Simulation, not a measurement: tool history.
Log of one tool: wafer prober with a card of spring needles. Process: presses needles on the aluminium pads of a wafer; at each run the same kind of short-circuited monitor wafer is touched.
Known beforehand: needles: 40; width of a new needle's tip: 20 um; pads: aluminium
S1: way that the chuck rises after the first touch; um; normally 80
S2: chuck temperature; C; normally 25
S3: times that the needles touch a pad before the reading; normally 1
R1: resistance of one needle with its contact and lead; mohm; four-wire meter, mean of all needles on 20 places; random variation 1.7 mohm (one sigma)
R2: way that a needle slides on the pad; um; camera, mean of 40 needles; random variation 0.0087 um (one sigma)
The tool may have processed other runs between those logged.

run   hour  S1   S2  S3   R1      R2
  1    0.0  80   25   1  178  10.577
  2    6.4  80   25   1  199  10.553
      13.7  -- tips cleaned on abrasive film
  3   18.5  80   25   1  192  10.570
  4   24.1  80   25   1  201  10.575
      28.9  -- tips cleaned on abrasive film
  5   36.4  80   25   1  198  10.562
      43.8  -- tips cleaned on abrasive film
  6   48.6  80  104   1  206  10.567
  7   56.5  80  104   1  219  10.564
      58.4  -- tips cleaned on abrasive film
  8   64.2  80  104   1  210  10.544
      73.3  -- tips cleaned on abrasive film
  9   74.7  80   25   1  180  10.569
 10   87.1  80   25   1  203  10.552
      88.3  -- tips cleaned on abrasive film
 11   94.7  80   25   1  195  10.541
     102.8  -- tips cleaned on abrasive film
 12  103.2  83   25   1  178  10.933
 13  112.6  80   25   2  189  10.532
     118.0  -- tips cleaned on abrasive film
 14  123.3  80   25   2  185  10.531
 15  130.5  80   25   2  190  10.535
     132.9  -- tips cleaned on abrasive film
 16  139.4  80   25   3  179  10.544
     147.2  -- tips cleaned on abrasive film
 17  147.4  80   25   3  171  10.504
 18  155.5  80   25   3  182  10.513
     162.3  -- tips cleaned on abrasive film
 19  167.4  65   25   2  197   8.517
     177.1  -- tips cleaned on abrasive film
 20  179.1  65   25   2  185   8.509
 21  190.6  66   34   1  232   8.654
     191.6  -- tips cleaned on abrasive film
 22  199.4  66   34   1  219   8.649
 23  205.1  66   34   1  224   8.653
     205.9  -- tips cleaned on abrasive film
 24  217.2  90   85   2  196  11.834
     220.1  -- tips cleaned on abrasive film
 25  223.2  95   92   1  191  12.495
 26  232.0  68   25   3  187   8.903
     234.4  -- tips cleaned on abrasive film
 27  239.5  88   25   1  189  11.544
     248.7  -- tips cleaned on abrasive film
 28  248.9  88   25   1  173  11.536
 29  255.5  61   25   1  222   7.951
 30  262.7  80  108   3  202  10.474
     263.7  -- tips cleaned on abrasive film
 31  273.3  80  105   3  197  10.490
     278.3  -- tips cleaned on abrasive film
 32  281.7  97   78   3  183  12.718
 33  290.7  80   25   2  191  10.481

What if the next run were any one of these 3? Each begins from the tool's condition after run 33:
     292.7  -- tips cleaned on abrasive film
  A  301.1  81  39   1   ?   ?
     292.7  -- tips cleaned on abrasive film
  B  301.1  89  26   2   ?   ?
     292.7  -- tips cleaned on abrasive film
  C  301.1  90  46   1   ?   ?

run   R1      R2
  A  205  10.600
  B  182  11.657
  C  195  11.798
What these runs would have given with no unlogged condition in the tool:
run   R1      R2
  A  175  10.745
  B  166  11.802
  C  171  11.943

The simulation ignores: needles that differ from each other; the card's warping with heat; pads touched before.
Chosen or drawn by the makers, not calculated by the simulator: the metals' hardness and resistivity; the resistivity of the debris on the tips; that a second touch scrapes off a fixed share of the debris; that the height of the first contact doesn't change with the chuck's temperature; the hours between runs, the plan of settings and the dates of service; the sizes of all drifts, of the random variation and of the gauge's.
